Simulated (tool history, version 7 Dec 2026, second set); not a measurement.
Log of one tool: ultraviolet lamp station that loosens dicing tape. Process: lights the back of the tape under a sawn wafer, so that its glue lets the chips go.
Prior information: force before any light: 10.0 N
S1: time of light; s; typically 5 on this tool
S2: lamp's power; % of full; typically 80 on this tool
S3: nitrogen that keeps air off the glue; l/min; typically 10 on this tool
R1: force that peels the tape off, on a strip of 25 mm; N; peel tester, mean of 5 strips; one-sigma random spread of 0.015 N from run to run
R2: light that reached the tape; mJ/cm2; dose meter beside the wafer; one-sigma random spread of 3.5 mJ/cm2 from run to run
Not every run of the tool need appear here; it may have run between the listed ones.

run 1 hour=0.0 | S1=5 S2=80 S3=10 | R1=0.811 R2=546
run 2 hour=7.5 | S1=5 S2=80 S3=10 | R1=0.839 R2=549
run 3 hour=16.3 | S1=5 S2=80 S3=6 | R1=1.187 R2=543
run 4 hour=24.6 | S1=5 S2=80 S3=6 | R1=1.191 R2=543
run 5 hour=33.2 | S1=5 S2=80 S3=10 | R1=0.798 R2=543
run 6 hour=41.8 | S1=5 S2=80 S3=10 | R1=0.834 R2=542
run 7 hour=50.2 | S1=4 S2=80 S3=10 | R1=1.350 R2=431
run 8 hour=60.5 | S1=5 S2=84 S3=10 | R1=0.747 R2=563
run 9 hour=70.5 | S1=5 S2=84 S3=10 | R1=0.745 R2=564
run 10 hour=78.8 | S1=5 S2=100 S3=10 | R1=0.496 R2=668
run 11 hour=84.5 | S1=5 S2=100 S3=10 | R1=0.477 R2=667
run 12 hour=95.0 | S1=5 S2=80 S3=7 | R1=1.091 R2=522
run 13 hour=102.5 | S1=5 S2=80 S3=7 | R1=1.120 R2=523
run 14 hour=111.1 | S1=9 S2=75 S3=7 | R1=0.306 R2=888
run 15 hour=121.9 | S1=5 S2=97 S3=10 | R1=0.578 R2=638
run 16 hour=130.7 | S1=2 S2=70 S3=5 | R1=4.870 R2=184
run 17 hour=139.5 | S1=9 S2=80 S3=6 | R1=0.316 R2=929
run 18 hour=149.5 | S1=5 S2=75 S3=15 | R1=0.848 R2=487
run 19 hour=160.4 | S1=5 S2=75 S3=18 | R1=0.744 R2=484
run 20 hour=166.0 | S1=4 S2=80 S3=15 | R1=1.147 R2=412
run 21 hour=171.0 | S1=4 S2=88 S3=14 | R1=0.990 R2=452
run 22 hour=177.4 | S1=8 S2=80 S3=19 | R1=0.186 R2=817
run 23 hour=188.3 | S1=8 S2=80 S3=19 | R1=0.179 R2=820
run 24 hour=195.1 | S1=3 S2=82 S3=4 | R1=3.404 R2=314
run 25 hour=204.4 | S1=8 S2=72 S3=10 | R1=0.384 R2=730
run 26 hour=211.6 | S1=8 S2=72 S3=10 | R1=0.375 R2=727

4 options for the next run, each taken on its own from the tool as it stands now. Forecast them:
run A hour=218.0 | S1=8 S2=72 S3=5 | R1=? R2=?
run B hour=218.0 | S1=5 S2=80 S3=10 | R1=? R2=?
run C hour=218.0 | S1=5 S2=62 S3=20 | R1=? R2=?
run D hour=218.0 | S1=8 S2=72 S3=19 | R1=? R2=?

run=A R1=0.696 R2=722
run=B R1=0.949 R2=505
run=C R1=1.134 R2=392
run=D R1=0.242 R2=729
Had the tool no hidden state, the same runs would have come out as:
run=A R1=0.481 R2=837
run=B R1=0.673 R2=585
run=C R1=0.820 R2=454
run=D R1=0.168 R2=846
